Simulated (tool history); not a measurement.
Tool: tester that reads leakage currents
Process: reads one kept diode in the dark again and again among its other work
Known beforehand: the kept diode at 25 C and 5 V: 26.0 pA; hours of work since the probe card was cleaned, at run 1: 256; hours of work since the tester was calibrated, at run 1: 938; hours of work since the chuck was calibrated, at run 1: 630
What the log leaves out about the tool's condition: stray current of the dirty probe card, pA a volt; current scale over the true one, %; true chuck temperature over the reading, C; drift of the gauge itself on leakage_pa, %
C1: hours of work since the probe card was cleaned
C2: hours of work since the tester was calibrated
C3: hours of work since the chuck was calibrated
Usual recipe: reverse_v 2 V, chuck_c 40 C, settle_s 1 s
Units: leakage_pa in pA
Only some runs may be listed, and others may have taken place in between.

run 1 hour=0 | reverse_v=2 chuck_c=40 settle_s=1 | C1=256 C2=938 C3=630 | leakage_pa=45.44
run 2 hour=42.9 | reverse_v=2 chuck_c=40 settle_s=1 | C1=289 C2=971 C3=663 | leakage_pa=45.19
run 3 hour=113.4 | reverse_v=2 chuck_c=40 settle_s=1 | C1=343 C2=1025 C3=717 | leakage_pa=45.12
run 4 hour=147.9 | reverse_v=2 chuck_c=40 settle_s=1 | C1=370 C2=1052 C3=743 | leakage_pa=45.02
run 5 hour=209.5 | reverse_v=2 chuck_c=40 settle_s=1 | C1=417 C2=1099 C3=791 | leakage_pa=44.54
run 6 hour=264.1 | reverse_v=2 chuck_c=40 settle_s=1 | C1=459 C2=1141 C3=833 | leakage_pa=44.63
-- hour=309 chuck's temperature calibrated
run 7 hour=315 | reverse_v=2 chuck_c=50 settle_s=1 | C1=497 C2=1179 C3=5 | leakage_pa=92.29
run 8 hour=349.9 | reverse_v=2 chuck_c=40 settle_s=1.89 | C1=524 C2=1206 C3=32 | leakage_pa=48.74
run 9 hour=414.4 | reverse_v=2 chuck_c=40 settle_s=1.89 | C1=573 C2=1255 C3=81 | leakage_pa=48.69
run 10 hour=475.6 | reverse_v=2 chuck_c=40 settle_s=1.89 | C1=620 C2=1302 C3=128 | leakage_pa=48.27
run 11 hour=514.6 | reverse_v=1.46 chuck_c=40 settle_s=0.62 | C1=650 C2=1332 C3=158 | leakage_pa=41.74
run 12 hour=578.8 | reverse_v=1.46 chuck_c=40 settle_s=0.62 | C1=700 C2=1382 C3=208 | leakage_pa=41.6
run 13 hour=648.8 | reverse_v=15.49 chuck_c=28 settle_s=2.29 | C1=754 C2=1436 C3=262 | leakage_pa=64.61
run 14 hour=707.4 | reverse_v=13.97 chuck_c=30 settle_s=4.69 | C1=799 C2=1481 C3=307 | leakage_pa=68.3
run 15 hour=767 | reverse_v=3.04 chuck_c=24 settle_s=0.84 | C1=845 C2=1527 C3=353 | leakage_pa=21.18

What will run 16 give?
run 16 hour=803.6 | reverse_v=18.96 chuck_c=29 settle_s=4.5 | C1=873 C2=1555 C3=381 | leakage_pa=?

leakage_pa: 76.89 pA
Without the tool's hidden state the same run would have given leakage_pa 68.39 pA.

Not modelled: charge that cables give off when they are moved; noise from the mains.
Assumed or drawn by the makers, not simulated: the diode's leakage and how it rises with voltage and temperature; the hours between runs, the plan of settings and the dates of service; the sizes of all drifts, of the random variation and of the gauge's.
